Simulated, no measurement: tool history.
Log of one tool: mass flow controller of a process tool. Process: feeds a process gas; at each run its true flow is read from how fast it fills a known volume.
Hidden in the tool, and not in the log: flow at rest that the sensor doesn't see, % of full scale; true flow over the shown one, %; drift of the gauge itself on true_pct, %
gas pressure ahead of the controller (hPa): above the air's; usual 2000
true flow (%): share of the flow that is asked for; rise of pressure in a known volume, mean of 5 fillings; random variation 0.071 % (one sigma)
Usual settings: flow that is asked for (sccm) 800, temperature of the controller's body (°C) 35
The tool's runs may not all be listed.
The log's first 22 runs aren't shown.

run	hour	flow that is asked for (sccm)	gas pressure ahead of the controller (hPa)	temperature of the controller's body (°C)	hours of work since the controller was set to zero	hours of work since the controller was changed	true flow (%)
23	1433	443	2000	25	1833	1833	99.8
24	1522.3	621	1550	29	1890	1890	99.7
25	1585.4	161	2030	39	1930	1930	99.23
26	1631.6	278	2040	39	1959	1959	99.22
27	1726.4	138	2000	32	2019	2019	99.28
28	1790.7	138	2000	32	2060	2060	99.47
29	1887.3	138	2000	32	2122	2122	99.49
30	1949.3	800	1740	27	2161	2161	99.78
31	1994	447	1740	22	2190	2190	99.73
32	2071.7	312	2750	34	2239	2239	99.6
33	2160.8	312	2750	34	2296	2296	99.65
34	2226.7	699	2000	23	2338	2338	99.71
35	2281.6	699	2000	23	2372	2372	99.9
36	2327.4	800	1570	35	2402	2402	99.69
37	2370.3	125	1570	35	2429	2429	99.15
38	2423	125	1570	35	2462	2462	99.29
39	2466.1	800	2470	21	2490	2490	99.98
40	2564.7	101	2370	20	2553	2553	99.8
41	2640.2	101	2370	20	2601	2601	99.79

3 ways to go on from here, each from the tool as it stands after run 41. What would each give?
A	2697.1	800	2000	37	2637	2637	?
B	2697.1	101	2370	29	2637	2637	?
C	2697.1	104	1640	37	2637	2637	?

run	true flow (%)
A	99.59
B	99.42
C	99.16
Without the tool's hidden state the same runs would have given:
run	true flow (%)
A	99.6
B	99.45
C	99.18
